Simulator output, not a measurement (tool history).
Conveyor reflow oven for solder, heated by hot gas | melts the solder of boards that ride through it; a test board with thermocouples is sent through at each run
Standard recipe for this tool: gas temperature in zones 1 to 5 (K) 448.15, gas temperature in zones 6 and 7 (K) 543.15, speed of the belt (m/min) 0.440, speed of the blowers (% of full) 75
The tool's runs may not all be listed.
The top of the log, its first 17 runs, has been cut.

run,day,gas temperature in zones 1 to 5 (K),gas temperature in zones 6 and 7 (K),speed of the belt (m/min),speed of the blowers (% of full),highest temperature of the board (K),time above the solder's melting point (s)
18,43.592,439.15,548.15,0.529,54,526.71,66.1
# day 47.175: flux residue cleaned out of gas plates and filters
19,47.192,448.15,535.15,0.440,75,528.47,90.7
# day 50.688: thermocouples of zones 6 and 7 changed
20,50.825,448.15,543.15,0.508,75,531.81,79.4
21,53.196,448.15,543.15,0.414,75,536.44,103.0
# day 53.825: belt drive overhauled, speed set with a stopwatch
22,56.696,455.15,548.15,0.440,75,539.97,99.3
23,58.862,448.15,542.15,0.408,68,534.06,99.9
24,62.408,436.15,543.15,0.440,75,533.21,86.5
25,64.471,456.15,543.15,0.457,51,529.32,87.5
26,66.979,458.15,540.15,0.367,65,534.40,118.1
27,70.371,458.15,540.15,0.367,65,534.37,118.5
28,72.750,448.15,543.15,0.478,79,532.98,84.0
29,75.596,448.15,543.15,0.478,79,532.78,84.0
30,78.471,448.15,558.15,0.369,79,552.69,123.9
31,80.762,448.15,555.15,0.387,75,548.33,115.7

Branching from run 31: 3 alternative next runs. What would each branch give?
# day 82.612: flux residue cleaned out of gas plates and filters
A,82.996,448.15,556.15,0.440,50,?,?
# day 82.612: flux residue cleaned out of gas plates and filters
B,82.996,448.15,555.15,0.387,51,?,?
# day 82.612: flux residue cleaned out of gas plates and filters
C,82.996,448.15,543.15,0.524,75,?,?

run,highest temperature of the board (K),time above the solder's melting point (s)
A,541.87,97.4
B,545.03,113.4
C,531.31,75.2
What these runs would have given with no unlogged condition in the tool:
run,highest temperature of the board (K),time above the solder's melting point (s)
A,541.18,96.3
B,544.36,112.2
C,530.69,74.3
